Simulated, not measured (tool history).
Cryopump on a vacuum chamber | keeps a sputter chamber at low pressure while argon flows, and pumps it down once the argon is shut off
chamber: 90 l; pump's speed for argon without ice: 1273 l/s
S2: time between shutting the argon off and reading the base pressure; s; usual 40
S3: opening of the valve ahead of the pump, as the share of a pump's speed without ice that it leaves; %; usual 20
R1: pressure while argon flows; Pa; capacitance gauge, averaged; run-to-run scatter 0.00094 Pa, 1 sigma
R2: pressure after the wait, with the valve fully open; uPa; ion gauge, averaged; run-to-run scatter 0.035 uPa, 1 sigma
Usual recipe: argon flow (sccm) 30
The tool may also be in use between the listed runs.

{"run": 1, "hour": 0.0, "argon flow (sccm)": 30, "S2": 40, "S3": 20, "R1": 0.2024, "R2": 4.88}
{"run": 2, "hour": 57.5, "argon flow (sccm)": 30, "S2": 40, "S3": 20, "R1": 0.2029, "R2": 4.82}
{"run": 3, "hour": 125.8, "argon flow (sccm)": 30, "S2": 40, "S3": 20, "R1": 0.2017, "R2": 4.89}
{"run": 4, "hour": 164.1, "argon flow (sccm)": 30, "S2": 40, "S3": 49, "R1": 0.085, "R2": 4.9}
{"run": 5, "hour": 228.2, "argon flow (sccm)": 30, "S2": 40, "S3": 39, "R1": 0.1055, "R2": 4.87}
{"run": 6, "hour": 292.5, "argon flow (sccm)": 30, "S2": 40, "S3": 20, "R1": 0.2023, "R2": 4.94}
{"run": 7, "hour": 336.6, "argon flow (sccm)": 30, "S2": 40, "S3": 20, "R1": 0.2044, "R2": 5.08}
{"run": 8, "hour": 387.3, "argon flow (sccm)": 24, "S2": 40, "S3": 20, "R1": 0.162, "R2": 5.05}
{"hour": 431.0, "done": "leaking fittings of the chamber tightened, without venting"}
{"run": 9, "hour": 472.3, "argon flow (sccm)": 30, "S2": 40, "S3": 30, "R1": 0.1358, "R2": 1.97}
{"run": 10, "hour": 509.4, "argon flow (sccm)": 30, "S2": 40, "S3": 30, "R1": 0.1371, "R2": 2.07}
{"run": 11, "hour": 582.5, "argon flow (sccm)": 30, "S2": 40, "S3": 29, "R1": 0.1421, "R2": 2.01}
{"run": 12, "hour": 663.7, "argon flow (sccm)": 30, "S2": 40, "S3": 29, "R1": 0.143, "R2": 2.09}
{"run": 13, "hour": 728.5, "argon flow (sccm)": 30, "S2": 40, "S3": 29, "R1": 0.142, "R2": 2.03}
{"run": 14, "hour": 812.8, "argon flow (sccm)": 30, "S2": 40, "S3": 29, "R1": 0.1432, "R2": 2.12}
{"run": 15, "hour": 894.6, "argon flow (sccm)": 30, "S2": 40, "S3": 20, "R1": 0.2052, "R2": 2.25}
{"run": 16, "hour": 950.3, "argon flow (sccm)": 30, "S2": 40, "S3": 20, "R1": 0.2057, "R2": 2.28}
{"run": 17, "hour": 985.2, "argon flow (sccm)": 30, "S2": 40, "S3": 20, "R1": 0.207, "R2": 2.23}
{"run": 18, "hour": 1038.2, "argon flow (sccm)": 59, "S2": 219, "S3": 20, "R1": 0.4051, "R2": 0.89}
{"run": 19, "hour": 1106.3, "argon flow (sccm)": 59, "S2": 219, "S3": 20, "R1": 0.4064, "R2": 0.98}
{"run": 20, "hour": 1189.1, "argon flow (sccm)": 59, "S2": 219, "S3": 20, "R1": 0.4083, "R2": 1.02}
{"run": 21, "hour": 1248.0, "argon flow (sccm)": 53, "S2": 170, "S3": 35, "R1": 0.2154, "R2": 1.2}
{"run": 22, "hour": 1298.5, "argon flow (sccm)": 53, "S2": 170, "S3": 35, "R1": 0.215, "R2": 1.22}
{"run": 23, "hour": 1346.3, "argon flow (sccm)": 60, "S2": 170, "S3": 16, "R1": 0.518, "R2": 1.19}
{"run": 24, "hour": 1420.5, "argon flow (sccm)": 60, "S2": 170, "S3": 16, "R1": 0.517, "R2": 1.23}
{"run": 25, "hour": 1474.8, "argon flow (sccm)": 30, "S2": 278, "S3": 20, "R1": 0.2074, "R2": 1.13}
{"run": 26, "hour": 1520.0, "argon flow (sccm)": 30, "S2": 278, "S3": 20, "R1": 0.208, "R2": 1.13}
{"hour": 1564.7, "done": "pump warmed up, emptied and cooled again"}
{"run": 27, "hour": 1564.7, "argon flow (sccm)": 19, "S2": 40, "S3": 20, "R1": 0.1266, "R2": 2.42}
{"run": 28, "hour": 1606.7, "argon flow (sccm)": 19, "S2": 40, "S3": 47, "R1": 0.0542, "R2": 2.52}
{"run": 29, "hour": 1664.7, "argon flow (sccm)": 20, "S2": 40, "S3": 32, "R1": 0.0841, "R2": 2.47}
{"run": 30, "hour": 1743.5, "argon flow (sccm)": 33, "S2": 87, "S3": 42, "R1": 0.1068, "R2": 1.64}
{"run": 31, "hour": 1780.0, "argon flow (sccm)": 33, "S2": 87, "S3": 42, "R1": 0.1067, "R2": 1.64}
{"run": 32, "hour": 1853.3, "argon flow (sccm)": 45, "S2": 31, "S3": 39, "R1": 0.1565, "R2": 3.08}
{"run": 33, "hour": 1921.7, "argon flow (sccm)": 17, "S2": 107, "S3": 20, "R1": 0.1143, "R2": 1.6}
{"run": 34, "hour": 1986.3, "argon flow (sccm)": 17, "S2": 50, "S3": 38, "R1": 0.0611, "R2": 2.39}

Same runs, no hidden state in the tool, same run-to-run variation:
Hidden conditions of the tool in this case: pump's speed, % of a pump's without ice; cold plate's temperature, K; leak into the chamber, uPa l/s; drift of the gauge itself on working_pa, %; drift of the gauge itself on base_upa, %.
run=1 R1=0.2 R2=1.98
run=2 R1=0.2002 R2=1.92
run=3 R1=0.1987 R2=1.92
run=4 R1=0.0819 R2=1.94
run=5 R1=0.1022 R2=1.9
run=6 R1=0.1986 R2=1.93
run=7 R1=0.2006 R2=1.91
run=8 R1=0.1588 R2=1.91
run=9 R1=0.1314 R2=1.91
run=10 R1=0.1324 R2=1.99
run=11 R1=0.1372 R2=1.89
run=12 R1=0.1377 R2=1.93
run=13 R1=0.1364 R2=1.83
run=14 R1=0.1371 R2=1.88
run=15 R1=0.1987 R2=1.96
run=16 R1=0.1989 R2=1.96
run=17 R1=0.2 R2=1.89
run=18 R1=0.3909 R2=0.52
run=19 R1=0.3915 R2=0.55
run=20 R1=0.3927 R2=0.55
run=21 R1=0.2008 R2=0.69
run=22 R1=0.2 R2=0.67
run=23 R1=0.5003 R2=0.63
run=24 R1=0.4985 R2=0.6
run=25 R1=0.198 R2=0.49
run=26 R1=0.1983 R2=0.47
run=27 R1=0.1259 R2=1.89
run=28 R1=0.0534 R2=1.95
run=29 R1=0.0832 R2=1.89
run=30 R1=0.1049 R2=1.01
run=31 R1=0.1047 R2=0.99
run=32 R1=0.1533 R2=2.4
run=33 R1=0.1129 R2=0.88
run=34 R1=0.0596 R2=1.63
